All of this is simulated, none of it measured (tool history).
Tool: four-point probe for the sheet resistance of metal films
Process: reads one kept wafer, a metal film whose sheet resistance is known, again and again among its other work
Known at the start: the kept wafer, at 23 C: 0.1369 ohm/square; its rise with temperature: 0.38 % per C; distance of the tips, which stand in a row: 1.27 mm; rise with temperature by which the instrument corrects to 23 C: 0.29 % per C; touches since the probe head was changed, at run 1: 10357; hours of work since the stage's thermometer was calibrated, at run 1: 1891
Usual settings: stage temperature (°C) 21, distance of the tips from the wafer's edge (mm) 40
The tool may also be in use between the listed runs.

run	hour	stage temperature (°C)	distance of the tips from the wafer's edge (mm)	touches since the probe head was changed	hours of work since the stage's thermometer was calibrated	sheet resistance as the instrument gives it (ohm/square)
1	0.0	21	40	10357	1891	0.136355
2	69.8	24	40	12201	1921	0.136675
3	136.9	24	40	13973	1950	0.136576
4	224.2	21	40	16278	1987	0.136165
5	282.3	21	40	17813	2012	0.136157
6	349.4	21	40	19586	2041	0.136105
# hour 361.2: stage's thermometer calibrated
7	408.9	21	40	21146	20	0.136090
8	480.2	21	40	23029	51	0.136069
9	542.1	29	71	24663	77	0.136932
# hour 594.6: stage's thermometer calibrated, once more
10	645.1	29	3	27370	22	0.148849
11	694.7	35	5	28679	43	0.142177

Forecast each of these 3 alternatives for the next run:
A	785.3	25	8	31073	82	?
B	785.3	25	4	31073	82	?
C	785.3	26	62	31073	82	?

run	sheet resistance as the instrument gives it (ohm/square)
A	0.138241
B	0.143388
C	0.136556
Without the tool's hidden state the same runs would have given:
run	sheet resistance as the instrument gives it (ohm/square)
A	0.139027
B	0.144200
C	0.137333

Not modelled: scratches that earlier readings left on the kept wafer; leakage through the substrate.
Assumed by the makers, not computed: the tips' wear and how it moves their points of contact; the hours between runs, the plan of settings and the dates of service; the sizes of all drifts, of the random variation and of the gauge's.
